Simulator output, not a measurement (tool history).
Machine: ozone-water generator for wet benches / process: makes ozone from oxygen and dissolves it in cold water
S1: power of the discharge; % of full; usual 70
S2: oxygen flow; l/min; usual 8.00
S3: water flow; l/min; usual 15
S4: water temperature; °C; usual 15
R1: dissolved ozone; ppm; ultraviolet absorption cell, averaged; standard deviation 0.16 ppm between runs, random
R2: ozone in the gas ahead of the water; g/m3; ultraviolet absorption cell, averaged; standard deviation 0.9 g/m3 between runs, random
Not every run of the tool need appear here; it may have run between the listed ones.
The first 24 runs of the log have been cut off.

run 25 hour=2195.4 | S1=71 S2=8.00 S3=15 S4=13 | R1=20.2 R2=138.9
run 26 hour=2251.1 | S1=54 S2=4.22 S3=10 S4=11 | R1=23.2 R2=149.2
run 27 hour=2325.6 | S1=54 S2=4.99 S3=10 S4=9 | R1=24.7 R2=142.7
run 28 hour=2418.0 | S1=40 S2=7.28 S3=15 S4=15 | R1=14.0 R2=103.9
run 29 hour=2521.7 | S1=70 S2=8.00 S3=23 S4=15 | R1=13.3 R2=138.3
run 30 hour=2619.5 | S1=70 S2=5.41 S3=15 S4=7 | R1=21.3 R2=156.2
run 31 hour=2731.9 | S1=70 S2=6.40 S3=15 S4=7 | R1=21.4 R2=146.8
run 32 hour=2800.8 | S1=70 S2=6.40 S3=15 S4=11 | R1=20.1 R2=147.1

Forecast each of these 5 alternatives for the next run:
run A hour=2918.8 | S1=69 S2=11.27 S3=16 S4=11 | R1=? R2=?
run B hour=2918.8 | S1=70 S2=4.51 S3=10 S4=11 | R1=? R2=?
run C hour=2918.8 | S1=70 S2=7.43 S3=14 S4=15 | R1=? R2=?
run D hour=2918.8 | S1=70 S2=6.40 S3=10 S4=12 | R1=? R2=?
run E hour=2918.8 | S1=48 S2=6.40 S3=15 S4=19 | R1=? R2=?

run=A R1=19.4 R2=119.5
run=B R1=26.7 R2=167.3
run=C R1=20.0 R2=138.9
run=D R1=26.8 R2=146.5
run=E R1=14.3 R2=119.9
Stripped of hidden state, with their random variation kept, the same runs would have yielded:
run=A R1=22.1 R2=130.5
run=B R1=30.1 R2=182.9
run=C R1=22.7 R2=151.9
run=D R1=30.3 R2=160.1
run=E R1=15.9 R2=128.5
